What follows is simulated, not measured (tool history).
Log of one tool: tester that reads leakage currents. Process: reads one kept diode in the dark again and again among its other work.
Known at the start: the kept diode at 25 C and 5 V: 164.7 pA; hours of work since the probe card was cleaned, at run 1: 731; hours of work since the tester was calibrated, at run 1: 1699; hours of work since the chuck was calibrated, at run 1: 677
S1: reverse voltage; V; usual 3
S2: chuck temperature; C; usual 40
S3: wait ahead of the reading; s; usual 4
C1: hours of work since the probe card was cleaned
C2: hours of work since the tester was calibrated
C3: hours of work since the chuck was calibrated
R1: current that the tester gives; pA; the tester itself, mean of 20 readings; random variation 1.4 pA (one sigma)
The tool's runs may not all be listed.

Run 1, hour 0: usual settings; C1 731; C2 1699; C3 677. Result: R1 461.31 pA.
Run 2, hour 80.1: usual settings; C1 778; C2 1746; C3 723. Result: R1 462 pA.
Run 3, hour 131.6: usual settings; C1 808; C2 1776; C3 753. Result: R1 457.58 pA.
Run 4, hour 194.8: usual settings but S2 52 C; C1 845; C2 1812; C3 790. Result: R1 1160.12 pA.
Run 5, hour 267.6: usual settings but S2 52 C; C1 887; C2 1855; C3 832. Result: R1 1155.19 pA.
Run 6, hour 310.8: usual settings but S2 52 C; C1 912; C2 1880; C3 857. Result: R1 1155.73 pA.
Run 7, hour 383.3: usual settings but S2 52 C; C1 954; C2 1922; C3 899. Result: R1 1156.82 pA.
Run 8, hour 454.9: usual settings; C1 996; C2 1964; C3 941. Result: R1 456.33 pA.
Run 9, hour 556.2: usual settings; C1 1055; C2 2023; C3 1000. Result: R1 453.71 pA.
Run 10, hour 625.5: usual settings; C1 1095; C2 2063; C3 1040. Result: R1 452.67 pA.
At hour 683.4: chuck's temperature calibrated.
Run 11, hour 707.8: usual settings but S1 19.84 V; C1 1142; C2 2110; C3 14. Result: R1 939.83 pA.
Run 12, hour 798.4: usual settings but S1 19.84 V; C1 1194; C2 2162; C3 67. Result: R1 941.44 pA.
Run 13, hour 868.6: usual settings but S2 35 C; C1 1235; C2 2203; C3 108. Result: R1 291.85 pA.
Run 14, hour 951.2: usual settings but S2 35 C; C1 1283; C2 2251; C3 156. Result: R1 293.45 pA.
At hour 1030.2: chuck's temperature calibrated, once more.
Run 15, hour 1043.4: usual settings but S2 35 C; C1 1336; C2 2304; C3 8. Result: R1 319.36 pA.
Run 16, hour 1142.4: usual settings but S2 26 C; C1 1393; C2 2361; C3 65. Result: R1 149.66 pA.
Run 17, hour 1225.9: usual settings but S1 1.19 V, S2 26 C; C1 1442; C2 2410; C3 114. Result: R1 102.07 pA.
Run 18, hour 1272.3: usual settings but S1 1.19 V, S2 26 C; C1 1469; C2 2437; C3 141. Result: R1 102.78 pA.
Run 19, hour 1317.9: usual settings but S1 1.19 V, S2 26 C; C1 1495; C2 2463; C3 167. Result: R1 102.3 pA.
Run 20, hour 1404.5: usual settings but S3 8.49 s; C1 1546; C2 2513; C3 218. Result: R1 474 pA.
Run 21, hour 1460: usual settings but S1 1.23 V, S2 23 C, S3 0.33 s; C1 1578; C2 2546; C3 250. Result: R1 80.41 pA.
Run 22, hour 1533.1: usual settings but S1 1.23 V, S2 23 C, S3 0.33 s; C1 1620; C2 2588; C3 292. Result: R1 80.26 pA.
Run 23, hour 1578.1: usual settings but S1 3.91 V, S2 22 C, S3 1.24 s; C1 1647; C2 2614; C3 319. Result: R1 117.09 pA.
Run 24, hour 1623.8: usual settings but S1 3.91 V, S2 22 C, S3 1.24 s; C1 1673; C2 2641; C3 345. Result: R1 117.24 pA.
Run 25, hour 1669.8: usual settings but S1 3.64 V, S2 41 C, S3 4.13 s; C1 1700; C2 2668; C3 372. Result: R1 547.5 pA.
Run 26, hour 1745.6: usual settings but S1 3.64 V, S2 41 C, S3 4.13 s; C1 1744; C2 2712; C3 416. Result: R1 546.08 pA.
Run 27, hour 1821: usual settings but S1 19.45 V, S2 41 C, S3 1.26 s; C1 1788; C2 2756; C3 460. Result: R1 1074.96 pA.
Run 28, hour 1925.4: usual settings but S1 9.79 V, S2 59 C; C1 1849; C2 2816; C3 521. Result: R1 3120.25 pA.
Run 29, hour 2009.2: usual settings but S1 5.18 V, S2 39 C, S3 2.17 s; C1 1897; C2 2865; C3 569. Result: R1 535.55 pA.
Run 30, hour 2104.1: usual settings but S1 15.18 V, S2 38 C, S3 2.17 s; C1 1952; C2 2920; C3 624. Result: R1 768.67 pA.
Run 31, hour 2192.5: usual settings but S1 15.18 V, S2 38 C, S3 0.74 s; C1 2004; C2 2972; C3 676. Result: R1 763.49 pA.
Run 32, hour 2266.2: usual settings but S1 1.45 V, S3 1.09 s; C1 2047; C2 3015; C3 719. Result: R1 345.65 pA.
Run 33, hour 2326.4: usual settings but S1 1.45 V, S3 1.09 s; C1 2082; C2 3050; C3 754. Result: R1 346.3 pA.
Run 34, hour 2420.4: usual settings but S1 1.45 V, S3 1.09 s; C1 2136; C2 3104; C3 808. Result: R1 343.95 pA.
At hour 2484.1: probe card cleaned and baked.
Run 35, hour 2508.9: usual settings but S1 4.85 V, S2 56 C, S3 1.09 s; C1 14; C2 3154; C3 858. Result: R1 1871.58 pA.
Run 36, hour 2578.5: usual settings but S2 44 C, S3 0.42 s; C1 55; C2 3194; C3 898. Result: R1 631.6 pA.
Run 37, hour 2644.1: usual settings but S2 44 C, S3 0.42 s; C1 93; C2 3233; C3 937. Result: R1 624.38 pA.
Run 38, hour 2722.4: usual settings but S2 44 C, S3 0.42 s; C1 139; C2 3278; C3 982. Result: R1 618.22 pA.
Run 39, hour 2822.1: usual settings but S1 5.04 V, S2 21 C, S3 5.35 s; C1 196; C2 3336; C3 1040. Result: R1 109.96 pA.
Run 40, hour 2874: usual settings but S1 5.04 V, S2 21 C, S3 5.35 s; C1 227; C2 3366; C3 1070. Result: R1 110.23 pA.

3 ways to go on from here, each from the tool as it stands after run 40. What would each give?
At hour 2884.9: chuck's temperature calibrated.
Run A, hour 2939.7: usual settings but S1 6.78 V, S2 26 C, S3 2.04 s; C1 264; C2 3403; C3 32. Result: R1 ?.
At hour 2884.9: chuck's temperature calibrated.
Run B, hour 2939.7: usual settings but S1 7.29 V, S3 1.08 s; C1 264; C2 3403; C3 32. Result: R1 ?.
At hour 2884.9: chuck's temperature calibrated.
Run C, hour 2939.7: usual settings but S1 5.04 V, S2 22 C, S3 2.67 s; C1 264; C2 3403; C3 32. Result: R1 ?.

run      R1
  A  200.75
  B  666.48
  C  125.09
Without the tool's hidden state the same runs would have given:
run      R1
  A  203.06
  B  676.03
  C  126.44
